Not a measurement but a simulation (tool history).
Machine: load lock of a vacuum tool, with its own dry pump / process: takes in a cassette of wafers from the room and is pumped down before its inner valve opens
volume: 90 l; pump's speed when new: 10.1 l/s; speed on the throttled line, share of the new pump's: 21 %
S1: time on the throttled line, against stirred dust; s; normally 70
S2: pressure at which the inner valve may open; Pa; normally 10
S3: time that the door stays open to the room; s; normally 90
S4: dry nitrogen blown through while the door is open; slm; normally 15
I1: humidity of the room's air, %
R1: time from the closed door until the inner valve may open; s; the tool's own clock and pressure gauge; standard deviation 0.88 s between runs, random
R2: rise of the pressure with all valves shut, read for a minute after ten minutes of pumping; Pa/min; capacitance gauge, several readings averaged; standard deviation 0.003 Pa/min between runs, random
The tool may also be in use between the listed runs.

Run 1, hour 0: usual settings; I1 41.3. Result: R1 139.1 s, R2 0.022 Pa/min.
Run 2, hour 180.9: usual settings but S4 5 slm; I1 44.6. Result: R1 138.3 s, R2 0.027 Pa/min.
Run 3, hour 334: usual settings but S4 5 slm; I1 43.3. Result: R1 136.7 s, R2 0.026 Pa/min.
Run 4, hour 546.8: usual settings but S4 5 slm; I1 47. Result: R1 139.4 s, R2 0.038 Pa/min.
Run 5, hour 816.6: usual settings but S4 5 slm; I1 43.9. Result: R1 137.1 s, R2 0.026 Pa/min.
Run 6, hour 1010.9: usual settings but S4 5 slm; I1 43.4. Result: R1 137.1 s, R2 0.027 Pa/min.
Run 7, hour 1255.8: usual settings but S1 111 s; I1 46.4. Result: R1 173.3 s, R2 0.023 Pa/min.
Run 8, hour 1448.5: usual settings but S1 111 s; I1 46.1. Result: R1 169.8 s, R2 0.021 Pa/min.
Run 9, hour 1652.8: usual settings but S1 111 s, S2 18 Pa, S4 5 slm; I1 48.2. Result: R1 165.4 s, R2 0.035 Pa/min.
Run 10, hour 1953.9: usual settings but S1 71 s, S3 31 s, S4 18 slm; I1 44.6. Result: R1 138.9 s, R2 0.013 Pa/min.
Run 11, hour 2140.1: usual settings but S1 108 s, S2 19 Pa, S3 151 s, S4 27 slm; I1 44.2. Result: R1 162.4 s, R2 0.025 Pa/min.
Run 12, hour 2328: usual settings but S1 40 s, S2 7 Pa, S3 76 s, S4 27 slm; I1 44.6. Result: R1 117.6 s, R2 0.021 Pa/min.
Run 13, hour 2586.6: usual settings but S1 40 s, S2 7 Pa, S3 76 s, S4 27 slm; I1 47.1. Result: R1 117.1 s, R2 0.018 Pa/min.
Run 14, hour 2908.6: usual settings but S1 40 s, S2 7 Pa, S3 76 s, S4 11 slm; I1 45.5. Result: R1 118.9 s, R2 0.026 Pa/min.
Run 15, hour 3200.8: usual settings but S1 132 s, S2 13 Pa, S3 47 s, S4 16 slm; I1 46.5. Result: R1 183.7 s, R2 0.021 Pa/min.

Consider 4 possible next runs. They are alternatives, not a sequence: every one starts from the tool as it was left by run 15. What does each give?
Run A, hour 3355.3: usual settings but S1 73 s, S2 18 Pa, S3 78 s, S4 16 slm; I1 46.6. Result: R1 ?, R2 ?.
Run B, hour 3355.3: usual settings but S2 13 Pa, S3 25 s, S4 8 slm; I1 44.8. Result: R1 ?, R2 ?.
Run C, hour 3355.3: usual settings but S1 132 s, S2 17 Pa, S3 47 s, S4 9 slm; I1 46.3. Result: R1 ?, R2 ?.
Run D, hour 3355.3: usual settings but S1 82 s, S2 11 Pa; I1 44.2. Result: R1 ?, R2 ?.

run     R1     R2
  A  135.3  0.026
  B    136  0.015
  C    182   0.02
  D  147.3  0.029
The same runs, with their run-to-run variation unchanged, on a tool lacking any hidden condition would have given:
run     R1     R2
  A  135.3  0.025
  B  135.9  0.014
  C    182   0.02
  D  147.2  0.029
